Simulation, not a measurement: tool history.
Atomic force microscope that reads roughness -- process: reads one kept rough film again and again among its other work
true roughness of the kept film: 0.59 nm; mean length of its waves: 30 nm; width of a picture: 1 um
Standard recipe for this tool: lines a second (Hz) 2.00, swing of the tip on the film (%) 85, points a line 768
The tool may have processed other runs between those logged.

run     day  lines a second (Hz)  swing of the tip on the film (%)  points a line  roughness of the kept film (nm (root mean square))
  1   0.000                 2.00                                85            768                                               0.507
  2   1.625                 2.00                                85            768                                               0.503
  3   2.900                 2.00                                85            768                                               0.532
  4   4.492                 2.00                                85            768                                               0.527
  5   5.558                 2.00                                85            768                                               0.522
  6   6.700                 2.00                                85            348                                               0.516
  7   7.800                 3.06                                85            768                                               0.496
  8   9.308                 2.00                                85            768                                               0.515
  9  10.212                 2.00                                85            768                                               0.515
 10  11.421                 2.00                                85            768                                               0.510
 11  12.562                 2.00                                85            768                                               0.509
 12  13.325                 2.00                                85            853                                               0.504
 13  14.767                 2.00                                85            866                                               0.504
 14  16.521                 2.00                                85            866                                               0.531
 15  17.488                 2.00                                85            866                                               0.528
 16  18.683                 2.00                                85            768                                               0.522
 17  19.412                 2.00                                85            768                                               0.526
 18  21.200                 0.86                                85            768                                               0.545
 19  21.988                 2.00                                85            768                                               0.517
 20  22.988                 2.00                                85            768                                               0.513
 21  24.729                 2.00                                85            768                                               0.511
 22  25.592                 2.00                                85            768                                               0.510
 23  26.879                 2.00                                85            768                                               0.505
 24  28.279                 2.00                                85            768                                               0.531
 25  29.121                 2.00                                85            768                                               0.531
 26  30.892                 2.00                                85            768                                               0.529
 27  32.204                 2.94                                66            768                                               0.545
 28  33.838                 2.94                                66            768                                               0.545
 29  34.654                 2.94                                62            347                                               0.540
 30  35.633                 2.00                                57            768                                               0.553
 31  36.600                 1.05                                83            473                                               0.537
 32  38.225                 1.68                                86            680                                               0.516
 33  39.342                 2.34                                84            328                                               0.497
 34  40.771                 2.81                                74            305                                               0.506
 35  41.767                 2.59                                72            439                                               0.544
 36  42.662                 2.23                                66            768                                               0.561
 37  44.125                 2.00                                69            538                                               0.557
 38  45.129                 2.00                                85            397                                               0.523
 39  46.879                 1.00                                85            511                                               0.546
 40  47.704                 1.00                                85            511                                               0.540
 41  48.433                 1.00                                85            511                                               0.544
 42  50.254                 0.86                                82            275                                               0.541
 43  51.567                 2.00                                58            768                                               0.554
 44  53.342                 0.85                                68            768                                               0.536
 45  54.608                 0.85                                68            768                                               0.567
 46  55.504                 3.90                                84            294                                               0.481
 47  56.879                 2.00                                85            937                                               0.518
 48  58.512                 2.26                                78            768                                               0.525
 49  59.467                 0.86                                75            300                                               0.545
 50  60.408                 1.82                                85            368                                               0.513
 51  61.300                 1.82                                85            368                                               0.510
 52  63.079                 0.94                                80            368                                               0.536

Taken out of this log: 7 entries between the listed runs. Where each belongs, and how the hidden state differs across it:
From run 2 to run 3: new tip fitted (day 2.546)
  radius of the tip, nm: 30.4 -> 8; height scale over the true one, %: 0.95 -> 0.98
  measured minus no-state result, roughness of the kept film (nm (root mean square)): -0.025 -> +0.004
From run 13 to run 14: new tip fitted (day 15.375)
  radius of the tip, nm: 29.7 -> 9.2; height scale over the true one, %: 1.16 -> 1.19
  measured minus no-state result, roughness of the kept film (nm (root mean square)): -0.023 -> +0.003
From run 23 to run 24: new tip fitted (day 28.125)
  radius of the tip, nm: 27.8 -> 7.9; height scale over the true one, %: 1.35 -> 1.37
  measured minus no-state result, roughness of the kept film (nm (root mean square)): -0.019 -> +0.006
From run 34 to run 35: new tip fitted (day 40.958)
  radius of the tip, nm: 30.4 -> 8.6; height scale over the true one, %: 1.58 -> 1.59
  measured minus no-state result, roughness of the kept film (nm (root mean square)): -0.022 -> +0.006
From run 35 to run 36: height scale calibrated on a step standard (day 41.942)
  radius of the tip, nm: 8.6 -> 10.3; height scale over the true one, %: 1.59 -> 2.09
  measured minus no-state result, roughness of the kept film (nm (root mean square)): +0.006 -> +0.007
From run 43 to run 44: height scale calibrated on a step standard, once more (day 51.850)
  radius of the tip, nm: 26.6 -> 29.9; height scale over the true one, %: 2.23 -> 0.14
  measured minus no-state result, roughness of the kept film (nm (root mean square)): -0.014 -> -0.030
From run 44 to run 45: new tip fitted (day 53.808)
  radius of the tip, nm: 29.9 -> 8.8; height scale over the true one, %: 0.14 -> 0.16
  measured minus no-state result, roughness of the kept film (nm (root mean square)): -0.030 -> -0.002

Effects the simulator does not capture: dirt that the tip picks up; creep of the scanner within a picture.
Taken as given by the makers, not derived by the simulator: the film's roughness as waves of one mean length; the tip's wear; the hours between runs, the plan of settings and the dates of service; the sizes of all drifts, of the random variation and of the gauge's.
